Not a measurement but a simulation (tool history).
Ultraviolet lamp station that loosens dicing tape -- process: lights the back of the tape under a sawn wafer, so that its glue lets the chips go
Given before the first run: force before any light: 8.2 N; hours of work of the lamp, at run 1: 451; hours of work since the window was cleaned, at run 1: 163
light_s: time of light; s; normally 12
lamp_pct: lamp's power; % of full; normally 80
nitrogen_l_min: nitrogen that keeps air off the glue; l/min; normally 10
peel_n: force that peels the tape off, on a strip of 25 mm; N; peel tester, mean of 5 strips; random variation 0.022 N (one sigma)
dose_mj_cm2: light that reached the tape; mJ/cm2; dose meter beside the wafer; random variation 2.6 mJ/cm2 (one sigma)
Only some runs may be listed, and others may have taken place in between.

run     day  light_s  lamp_pct  nitrogen_l_min  hours of work of the lamp  hours of work since the window was cleaned  peel_n  dose_mj_cm2
  1   0.000       12        80              10                        451                                         163   1.071          315
  2   1.612       12        80               7                        469                                         181   1.352          315
  3   4.175       12        80              10                        498                                         209   1.062          317
  4   6.771       12        80              10                        527                                         239   1.080          314
      7.858  -- window cleaned of glue's vapour
  5   9.246       12        80              19                        554                                          16   0.707          318
  6  11.683       12        80              10                        582                                          43   1.092          313
  7  13.208       12        75              10                        599                                          60   1.155          302
  8  14.454       12        75              10                        613                                          74   1.178          297
  9  16.192       12        75              10                        632                                          93   1.170          295
 10  17.996        8        80              10                        652                                         114   2.056          214
 11  19.858        8        80              10                        673                                         134   2.019          210
 12  22.471       12        67              10                        703                                         164   1.410          262
 13  25.004       12        67              10                        731                                         192   1.436          261
 14  27.588       12        80              10                        760                                         221   1.054          315
 15  29.138       12        80              10                        777                                         238   1.066          313
     30.217  -- window cleaned of glue's vapour
 16  31.988       12        80              10                        809                                          20   1.075          315
 17  34.250        7        80              10                        834                                          45   2.438          185
 18  36.308       10        80              10                        857                                          68   1.482          260
 19  37.608       10        80              10                        872                                          83   1.479          261
 20  40.383       10        80              10                        903                                         114   1.441          263
 21  43.325       12        80              10                        936                                         147   1.078          310
 22  44.604       12        80              10                        950                                         161   1.079          316
 23  46.917       12        80              10                        976                                         187   1.071          315
 24  48.400       12        80              10                        993                                         204   1.071          316
 25  49.654        8        80              10                       1007                                         218   2.019          211
 26  51.217        7        83               6                       1024                                         235   2.723          192
     52.671  -- window cleaned of glue's vapour
 27  52.996       16        80               5                       1044                                           4   1.065          420
 28  54.442       11        95               4                       1060                                          20   1.711          345
 29  57.371        7        66               9                       1093                                          53   3.081          155
     58.692  -- lamp changed
 30  59.042       14        77               5                          4                                          71   1.409          357
 31  60.908       13        89               9                         25                                          92   0.822          387
 32  62.538       14       100              10                         43                                         110   0.538          462
 33  63.779        8        80              10                         57                                         124   2.025          207
 34  66.729        7        94              10                         90                                         157   1.910          217
 35  69.250        7        94              10                        118                                         185   1.917          216
 36  70.812        7        94              10                        136                                         203   1.933          218
 37  72.871        7        79              10                        159                                         226   2.427          187
 38  74.208        7        79              10                        174                                         241   2.353          180
     75.246  -- window cleaned of glue's vapour
 39  76.708       12        74              18                        202                                          16   0.830          292
 40  79.008       12        74              18                        227                                          42   0.860          294
 41  80.475       12        74              18                        244                                          59   0.860          295
 42  81.933        8        80               6                        260                                          75   2.548          218
 43  84.692        7        80              10                        291                                         106   2.327          181
 44  86.900       16        69               4                        316                                         131   1.619          367

Branching from run 44: 3 alternative next runs. What would each branch give?
  A  88.817       16        73              20                        337                                         152       ?            ?
  B  88.817       18        62               4                        337                                         152       ?            ?
  C  88.817       10        69               4                        337                                         152       ?            ?

run  peel_n  dose_mj_cm2
  A   0.487          387
  B   1.499          369
  C   2.826          228
Without the tool's unlogged condition, the same runs would have read:
run  peel_n  dose_mj_cm2
  A   0.485          388
  B   1.492          370
  C   2.818          229
